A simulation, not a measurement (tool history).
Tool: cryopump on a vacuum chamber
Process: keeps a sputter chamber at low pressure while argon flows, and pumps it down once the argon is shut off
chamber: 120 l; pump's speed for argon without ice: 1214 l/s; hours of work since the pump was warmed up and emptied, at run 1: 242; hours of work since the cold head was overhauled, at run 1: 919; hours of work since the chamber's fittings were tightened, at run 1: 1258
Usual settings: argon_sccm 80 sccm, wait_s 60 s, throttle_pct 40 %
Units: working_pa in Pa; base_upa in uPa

run    hour  argon_sccm  wait_s  throttle_pct  hours of work since the pump was warmed up and emptied  hours of work since the cold head was overhauled  hours of work since the chamber's fittings were tightened  working_pa  base_upa
  1       0          80      60            40                                                     242                                               919                                                       1258      0.2874      1.85
  2    27.2          80      60            40                                                     257                                               934                                                       1273      0.2846      1.85
  3    77.6          38      60            40                                                     286                                               963                                                       1302       0.136      1.83
  4     111          38      60            40                                                     304                                               981                                                       1320      0.1372      1.92
  5   147.5          38      60            40                                                     325                                              1002                                                       1341      0.1366      1.97
  6   197.2          80      60            40                                                     353                                              1030                                                       1369      0.2879      1.94
  7   239.2          80      60            40                                                     376                                              1053                                                       1392      0.2898       1.9
  8   283.6          80      60            40                                                     401                                              1078                                                       1417      0.2896      1.95
  9   326.2          80      60            40                                                     425                                              1102                                                       1441      0.2915         2
 10   361.9          80      60            40                                                     445                                              1122                                                       1461      0.2915      2.07
 11   398.8          80      60            39                                                     466                                              1143                                                       1482      0.3006      2.05
 12   422.7          80      60            39                                                     479                                              1156                                                       1495      0.2999      2.09
 13   455.9          80      60            39                                                     498                                              1175                                                       1514      0.2981      2.05
 14   493.4          57      60            39                                                     519                                              1196                                                       1535      0.2131      2.06
 15     536          80      60            40                                                     543                                              1220                                                       1559      0.2934      2.11
 16   572.4          80      60            40                                                     563                                              1240                                                       1579      0.2949      2.09
 17     610          80      60            24                                                     585                                              1261                                                       1600      0.4771      2.13
 18   644.1          80      60            24                                                     604                                              1281                                                       1620      0.4825      2.19
 19     688         118     254            23                                                     628                                              1305                                                       1644      0.7443      1.68
      712.3  -- pump warmed up, emptied and cooled again
 20   728.1          60     154            18                                                       9                                              1325                                                       1664      0.4651      1.63
 21   768.6         141      60            38                                                      32                                              1348                                                       1687      0.5205      2.11
 22   804.8          68      60            40                                                      52                                              1368                                                       1707      0.2396       2.1
 23   825.6          68      60            40                                                      64                                              1380                                                       1719      0.2395      2.08
 24   856.8          38     107            40                                                      81                                              1397                                                       1736      0.1341      1.78
 25   880.8          38      72            40                                                      95                                              1411                                                       1750      0.1339      1.96
 26   929.4         126      83            40                                                     122                                              1438                                                       1777      0.4479      1.87
 27   964.3          75      96            34                                                     141                                              1458                                                       1797      0.3109      1.93
 28  1011.1          75      96            34                                                     168                                              1484                                                       1823       0.313      1.91
 29  1056.6          49      28            41                                                     193                                              1509                                                       1848      0.1704      3.06
 30    1092          80      60            15                                                     213                                              1529                                                       1868        0.75      2.17
 31  1139.7          80      60            15                                                     240                                              1556                                                       1895      0.7481      2.21
 32  1189.3          80     251            17                                                     268                                              1584                                                       1923      0.6621      1.73
 33  1231.1          44     189            17                                                     291                                              1607                                                       1946      0.3647      1.81
 34  1279.9          44     189            17                                                     319                                              1635                                                       1974       0.363      1.78

Hidden state at the last listed run before each entry between runs and at the first one after, where it differs:
Between runs 19 and 20: pump warmed up, emptied and cooled again (hour 712.3)
  pump's speed, % of a pump's without ice: 86.5 -> 99.7; cold plate's temperature, K: 12.53 -> 12.54; leak into the chamber, uPa l/s: 1549 -> 1564
  measured less the result without the state, working_pa: +0.0279 -> +0.0012 Pa; base_upa: +1.25 -> +1.09 uPa
